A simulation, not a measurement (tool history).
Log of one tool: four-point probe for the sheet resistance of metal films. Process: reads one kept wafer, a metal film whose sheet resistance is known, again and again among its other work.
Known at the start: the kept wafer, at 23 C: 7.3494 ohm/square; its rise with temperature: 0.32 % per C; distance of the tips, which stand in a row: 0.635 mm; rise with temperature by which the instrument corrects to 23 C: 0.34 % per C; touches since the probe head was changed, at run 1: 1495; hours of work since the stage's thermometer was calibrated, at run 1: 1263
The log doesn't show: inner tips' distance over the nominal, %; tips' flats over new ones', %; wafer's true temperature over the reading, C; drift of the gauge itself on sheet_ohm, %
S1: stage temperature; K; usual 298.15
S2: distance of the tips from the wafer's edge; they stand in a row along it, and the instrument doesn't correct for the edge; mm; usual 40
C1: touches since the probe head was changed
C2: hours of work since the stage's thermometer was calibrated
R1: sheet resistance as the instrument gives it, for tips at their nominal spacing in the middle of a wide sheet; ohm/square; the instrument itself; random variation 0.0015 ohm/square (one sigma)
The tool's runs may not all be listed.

{"run": 1, "hour": 0.0, "S1": 298.15, "S2": 40, "C1": 1495, "C2": 1263, "R1": 7.342283}
{"run": 2, "hour": 24.4, "S1": 298.15, "S2": 40, "C1": 2191, "C2": 1273, "R1": 7.342857}
{"run": 3, "hour": 48.1, "S1": 298.15, "S2": 40, "C1": 2870, "C2": 1283, "R1": 7.345041}
{"run": 4, "hour": 76.7, "S1": 298.15, "S2": 40, "C1": 3686, "C2": 1295, "R1": 7.341904}
{"run": 5, "hour": 92.0, "S1": 298.15, "S2": 40, "C1": 4123, "C2": 1301, "R1": 7.343737}
{"run": 6, "hour": 106.9, "S1": 298.15, "S2": 40, "C1": 4549, "C2": 1307, "R1": 7.344415}
{"run": 7, "hour": 137.9, "S1": 298.15, "S2": 40, "C1": 5435, "C2": 1320, "R1": 7.34138}
{"run": 8, "hour": 160.4, "S1": 298.15, "S2": 40, "C1": 6075, "C2": 1329, "R1": 7.341724}
{"run": 9, "hour": 174.9, "S1": 298.15, "S2": 40, "C1": 6492, "C2": 1335, "R1": 7.338337}
{"run": 10, "hour": 191.4, "S1": 298.15, "S2": 40, "C1": 6962, "C2": 1342, "R1": 7.340336}
{"run": 11, "hour": 215.0, "S1": 298.15, "S2": 43, "C1": 7635, "C2": 1351, "R1": 7.34186}
{"run": 12, "hour": 241.9, "S1": 298.15, "S2": 40, "C1": 8405, "C2": 1362, "R1": 7.342087}
{"run": 13, "hour": 263.5, "S1": 298.15, "S2": 40, "C1": 9023, "C2": 1371, "R1": 7.342155}
{"run": 14, "hour": 292.2, "S1": 298.15, "S2": 40, "C1": 9842, "C2": 1383, "R1": 7.338447}
{"run": 15, "hour": 307.4, "S1": 298.15, "S2": 46, "C1": 10277, "C2": 1389, "R1": 7.338968}
{"run": 16, "hour": 331.9, "S1": 298.15, "S2": 46, "C1": 10976, "C2": 1399, "R1": 7.340315}
{"run": 17, "hour": 359.2, "S1": 298.15, "S2": 67, "C1": 11756, "C2": 1411, "R1": 7.339168}
{"run": 18, "hour": 373.4, "S1": 298.15, "S2": 67, "C1": 12162, "C2": 1416, "R1": 7.340683}
{"run": 19, "hour": 402.8, "S1": 298.15, "S2": 67, "C1": 13002, "C2": 1428, "R1": 7.337885}
{"run": 20, "hour": 424.4, "S1": 298.15, "S2": 67, "C1": 13618, "C2": 1437, "R1": 7.341779}
{"run": 21, "hour": 452.4, "S1": 298.15, "S2": 40, "C1": 14418, "C2": 1449, "R1": 7.339141}
{"run": 22, "hour": 476.8, "S1": 298.15, "S2": 40, "C1": 15114, "C2": 1459, "R1": 7.336171}
{"run": 23, "hour": 504.1, "S1": 298.15, "S2": 6, "C1": 15895, "C2": 1470, "R1": 7.382229}
{"run": 24, "hour": 529.7, "S1": 292.15, "S2": 4, "C1": 16625, "C2": 1481, "R1": 7.447782}
{"run": 25, "hour": 559.6, "S1": 292.15, "S2": 4, "C1": 17481, "C2": 1493, "R1": 7.44538}
{"run": 26, "hour": 581.2, "S1": 293.15, "S2": 24, "C1": 18097, "C2": 1502, "R1": 7.349766}
{"run": 27, "hour": 594.7, "S1": 293.15, "S2": 24, "C1": 18483, "C2": 1507, "R1": 7.350095}
{"run": 28, "hour": 612.7, "S1": 293.15, "S2": 24, "C1": 18998, "C2": 1515, "R1": 7.348023}
{"run": 29, "hour": 626.0, "S1": 293.15, "S2": 24, "C1": 19377, "C2": 1520, "R1": 7.349353}
{"run": 30, "hour": 649.0, "S1": 294.15, "S2": 16, "C1": 20035, "C2": 1530, "R1": 7.350861}
{"run": 31, "hour": 678.6, "S1": 303.15, "S2": 4, "C1": 20880, "C2": 1542, "R1": 7.427568}
{"run": 32, "hour": 706.7, "S1": 303.15, "S2": 66, "C1": 21683, "C2": 1553, "R1": 7.326171}
{"run": 33, "hour": 729.5, "S1": 298.15, "S2": 6, "C1": 22334, "C2": 1563, "R1": 7.379507}
{"run": 34, "hour": 754.2, "S1": 296.15, "S2": 7, "C1": 23038, "C2": 1573, "R1": 7.368714}
{"run": 35, "hour": 769.8, "S1": 296.15, "S2": 10, "C1": 23485, "C2": 1579, "R1": 7.356816}
{"run": 36, "hour": 791.5, "S1": 293.15, "S2": 40, "C1": 24106, "C2": 1588, "R1": 7.347793}
{"run": 37, "hour": 822.9, "S1": 293.15, "S2": 40, "C1": 25002, "C2": 1601, "R1": 7.345014}
{"run": 38, "hour": 841.5, "S1": 291.15, "S2": 6, "C1": 25534, "C2": 1609, "R1": 7.391974}
{"run": 39, "hour": 863.3, "S1": 295.15, "S2": 21, "C1": 26155, "C2": 1618, "R1": 7.346459}
{"run": 40, "hour": 883.1, "S1": 292.15, "S2": 14, "C1": 26721, "C2": 1626, "R1": 7.354254}
{"run": 41, "hour": 900.4, "S1": 295.15, "S2": 52, "C1": 27216, "C2": 1633, "R1": 7.338192}
{"run": 42, "hour": 924.4, "S1": 294.15, "S2": 39, "C1": 27903, "C2": 1643, "R1": 7.343326}
{"run": 43, "hour": 946.9, "S1": 297.15, "S2": 39, "C1": 28544, "C2": 1652, "R1": 7.337537}
{"run": 44, "hour": 961.5, "S1": 299.15, "S2": 14, "C1": 28962, "C2": 1658, "R1": 7.34149}

4 ways to go on from here, each from the tool as it stands after run 44. What would each give?
{"run": "A", "hour": 979.2, "S1": 297.15, "S2": 4, "C1": 29468, "C2": 1665, "R1": "?"}
{"run": "B", "hour": 979.2, "S1": 299.15, "S2": 8, "C1": 29468, "C2": 1665, "R1": "?"}
{"run": "C", "hour": 979.2, "S1": 303.15, "S2": 9, "C1": 29468, "C2": 1665, "R1": "?"}
{"run": "D", "hour": 979.2, "S1": 293.15, "S2": 60, "C1": 29468, "C2": 1665, "R1": "?"}

run=A R1=7.433989
run=B R1=7.355210
run=C R1=7.345073
run=D R1=7.343823
Without the tool's hidden state the same runs would have given:
run=A R1=7.446401
run=B R1=7.367527
run=C R1=7.357420
run=D R1=7.356052
